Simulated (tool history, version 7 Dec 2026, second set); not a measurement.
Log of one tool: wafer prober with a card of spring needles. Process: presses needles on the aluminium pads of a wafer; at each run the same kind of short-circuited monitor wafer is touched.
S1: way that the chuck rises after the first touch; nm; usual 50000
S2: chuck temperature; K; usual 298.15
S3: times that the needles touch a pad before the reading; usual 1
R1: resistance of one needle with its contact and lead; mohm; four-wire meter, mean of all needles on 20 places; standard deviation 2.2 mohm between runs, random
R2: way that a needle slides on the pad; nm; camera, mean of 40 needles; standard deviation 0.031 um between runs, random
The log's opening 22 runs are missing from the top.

{"day": 18.658, "done": "tips cleaned on abrasive film"}
{"run": 23, "day": 18.75, "S1": 54000, "S2": 323.15, "S3": 2, "R1": 263, "R2": 10620}
{"day": 19.246, "done": "tips cleaned on abrasive film"}
{"run": 24, "day": 19.554, "S1": 54000, "S2": 323.15, "S3": 2, "R1": 275, "R2": 10560}
{"day": 19.788, "done": "tips cleaned on abrasive film"}
{"run": 25, "day": 20.267, "S1": 33000, "S2": 298.15, "S3": 1, "R1": 381, "R2": 6370}
{"day": 20.346, "done": "tips cleaned on abrasive film"}
{"day": 20.879, "done": "tips cleaned on abrasive film"}
{"run": 26, "day": 20.929, "S1": 33000, "S2": 298.15, "S3": 1, "R1": 295, "R2": 6370}
{"day": 21.375, "done": "tips cleaned on abrasive film"}
{"run": 27, "day": 21.792, "S1": 33000, "S2": 346.15, "S3": 1, "R1": 385, "R2": 6370}
{"day": 21.9, "done": "tips cleaned on abrasive film"}
{"day": 22.442, "done": "tips cleaned on abrasive film"}
{"run": 28, "day": 22.892, "S1": 33000, "S2": 346.15, "S3": 1, "R1": 394, "R2": 6330}
{"day": 22.958, "done": "tips cleaned on abrasive film"}
{"day": 23.5, "done": "tips cleaned on abrasive film"}
{"run": 29, "day": 23.604, "S1": 50000, "S2": 298.15, "S3": 3, "R1": 256, "R2": 9590}
{"day": 24.042, "done": "tips cleaned on abrasive film"}
{"day": 24.571, "done": "tips cleaned on abrasive film"}
{"run": 30, "day": 24.571, "S1": 50000, "S2": 298.15, "S3": 3, "R1": 245, "R2": 9620}
{"day": 25.108, "done": "tips cleaned on abrasive film"}
{"day": 25.325, "done": "height of the first contact set anew"}
{"day": 25.617, "done": "tips cleaned on abrasive film"}
{"run": 31, "day": 25.617, "S1": 46000, "S2": 308.15, "S3": 1, "R1": 250, "R2": 9130}

Here are 4 independent what-if runs from the current tool condition. What would each one return?
{"day": 26.162, "done": "tips cleaned on abrasive film"}
{"day": 26.654, "done": "tips cleaned on abrasive film"}
{"run": "A", "day": 26.838, "S1": 57000, "S2": 341.15, "S3": 1, "R1": "?", "R2": "?"}
{"day": 26.162, "done": "tips cleaned on abrasive film"}
{"day": 26.654, "done": "tips cleaned on abrasive film"}
{"run": "B", "day": 26.838, "S1": 46000, "S2": 337.15, "S3": 1, "R1": "?", "R2": "?"}
{"day": 26.162, "done": "tips cleaned on abrasive film"}
{"day": 26.654, "done": "tips cleaned on abrasive film"}
{"run": "C", "day": 26.838, "S1": 35000, "S2": 371.15, "S3": 1, "R1": "?", "R2": "?"}
{"day": 26.162, "done": "tips cleaned on abrasive film"}
{"day": 26.654, "done": "tips cleaned on abrasive film"}
{"run": "D", "day": 26.838, "S1": 46000, "S2": 308.15, "S3": 2, "R1": "?", "R2": "?"}

run=A R1=287 R2=11280
run=B R1=307 R2=9070
run=C R1=343 R2=6950
run=D R1=279 R2=9100
Take away the tool's hidden state, keep each run's random variation, and the runs would have read:
run=A R1=249 R2=11340
run=B R1=254 R2=9130
run=C R1=264 R2=7010
run=D R1=245 R2=9160

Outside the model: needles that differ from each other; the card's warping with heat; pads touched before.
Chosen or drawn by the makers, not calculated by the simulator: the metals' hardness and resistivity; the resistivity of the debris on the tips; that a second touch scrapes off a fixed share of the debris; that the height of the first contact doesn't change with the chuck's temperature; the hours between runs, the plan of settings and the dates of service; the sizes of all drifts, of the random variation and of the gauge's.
